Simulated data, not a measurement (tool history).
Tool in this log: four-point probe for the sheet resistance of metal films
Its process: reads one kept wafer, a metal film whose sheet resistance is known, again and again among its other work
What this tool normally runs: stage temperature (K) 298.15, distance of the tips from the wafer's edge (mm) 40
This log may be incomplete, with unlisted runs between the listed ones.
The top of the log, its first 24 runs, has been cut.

run   hour  stage temperature (K)  distance of the tips from the wafer's edge (mm)  sheet resistance as the instrument gives it (ohm/square)
 25  436.6                 306.15                                                5                                                  1.880326
 26  460.1                 293.15                                                5                                                  1.892514
     480.7  -- stage's thermometer calibrated
 27  484.6                 297.15                                                3                                                  1.916968
 28  500.7                 297.15                                                3                                                  1.916342
 29  523.8                 297.15                                                3                                                  1.917436
 30  544.6                 304.15                                               40                                                  1.866867
 31  565.9                 292.15                                               11                                                  1.880184
 32  579.2                 307.15                                               51                                                  1.863159
 33  591.5                 296.15                                               40                                                  1.873818
 34  610.4                 307.15                                                5                                                  1.879952
 35  621.1                 291.15                                                6                                                  1.889683
 36  640.7                 293.15                                               43                                                  1.876535
 37  659.2                 293.15                                               43                                                  1.876225
 38  677.2                 293.15                                               43                                                  1.876115
 39  690.5                 293.15                                               43                                                  1.876249
 40  708.1                 302.15                                                6                                                  1.878929
 41  731.6                 300.15                                               68                                                  1.869586
 42  756.9                 296.15                                               34                                                  1.873878
 43  777.6                 300.15                                               34                                                  1.869456
 44  790.2                 301.15                                               17                                                  1.870184

Alternative continuations, all from the tool just after run 44; predict every row:
  A  803.4                 297.15                                               31                                                         ?
  B  803.4                 298.15                                               38                                                         ?
  C  803.4                 295.15                                               40                                                         ?
  D  803.4                 307.15                                                5                                                         ?
  E  803.4                 301.15                                               11                                                         ?

run  sheet resistance as the instrument gives it (ohm/square)
  A                                                   1.87252
  B                                                  1.871246
  C                                                  1.874519
  D                                                  1.879771
  E                                                  1.872198
Stripped of hidden state, with their random variation kept, the same runs would have yielded:
run  sheet resistance as the instrument gives it (ohm/square)
  A                                                  1.872483
  B                                                   1.87121
  C                                                  1.874482
  D                                                  1.879735
  E                                                  1.872162
